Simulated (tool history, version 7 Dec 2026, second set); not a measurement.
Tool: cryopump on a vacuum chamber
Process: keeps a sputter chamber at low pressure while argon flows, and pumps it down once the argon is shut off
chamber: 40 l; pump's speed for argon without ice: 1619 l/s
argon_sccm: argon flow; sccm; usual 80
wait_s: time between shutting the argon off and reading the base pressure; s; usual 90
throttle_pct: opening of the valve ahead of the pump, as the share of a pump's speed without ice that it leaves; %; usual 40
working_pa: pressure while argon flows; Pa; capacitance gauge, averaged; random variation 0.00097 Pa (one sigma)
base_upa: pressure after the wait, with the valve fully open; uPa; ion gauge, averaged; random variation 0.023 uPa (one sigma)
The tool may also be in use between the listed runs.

{"run": 1, "hour": 0.0, "argon_sccm": 80, "wait_s": 90, "throttle_pct": 40, "working_pa": 0.2171, "base_upa": 1.13}
{"run": 2, "hour": 13.5, "argon_sccm": 80, "wait_s": 90, "throttle_pct": 40, "working_pa": 0.2156, "base_upa": 1.1}
{"run": 3, "hour": 23.8, "argon_sccm": 80, "wait_s": 90, "throttle_pct": 51, "working_pa": 0.1711, "base_upa": 1.13}
{"run": 4, "hour": 40.1, "argon_sccm": 80, "wait_s": 90, "throttle_pct": 19, "working_pa": 0.4458, "base_upa": 1.11}
{"run": 5, "hour": 53.2, "argon_sccm": 80, "wait_s": 90, "throttle_pct": 19, "working_pa": 0.4487, "base_upa": 1.11}
{"run": 6, "hour": 60.8, "argon_sccm": 80, "wait_s": 90, "throttle_pct": 40, "working_pa": 0.2176, "base_upa": 1.18}
{"run": 7, "hour": 77.8, "argon_sccm": 80, "wait_s": 90, "throttle_pct": 40, "working_pa": 0.22, "base_upa": 1.17}
{"run": 8, "hour": 89.3, "argon_sccm": 80, "wait_s": 90, "throttle_pct": 16, "working_pa": 0.5301, "base_upa": 1.12}
{"run": 9, "hour": 96.3, "argon_sccm": 80, "wait_s": 90, "throttle_pct": 16, "working_pa": 0.5271, "base_upa": 1.09}
{"run": 10, "hour": 106.9, "argon_sccm": 47, "wait_s": 21, "throttle_pct": 40, "working_pa": 0.1293, "base_upa": 3.16}
{"run": 11, "hour": 118.4, "argon_sccm": 49, "wait_s": 123, "throttle_pct": 40, "working_pa": 0.1345, "base_upa": 0.93}
{"run": 12, "hour": 129.5, "argon_sccm": 80, "wait_s": 232, "throttle_pct": 21, "working_pa": 0.4078, "base_upa": 0.72}
{"run": 13, "hour": 141.3, "argon_sccm": 80, "wait_s": 67, "throttle_pct": 40, "working_pa": 0.221, "base_upa": 1.36}

Forecast run 14:
{"run": 14, "hour": 156.5, "argon_sccm": 91, "wait_s": 90, "throttle_pct": 40, "working_pa": "?", "base_upa": "?"}

working_pa: 0.2507 Pa
base_upa: 1.15 uPa
Without the tool's hidden state the same run would have given working_pa 0.2372 Pa, base_upa 0.79 uPa.
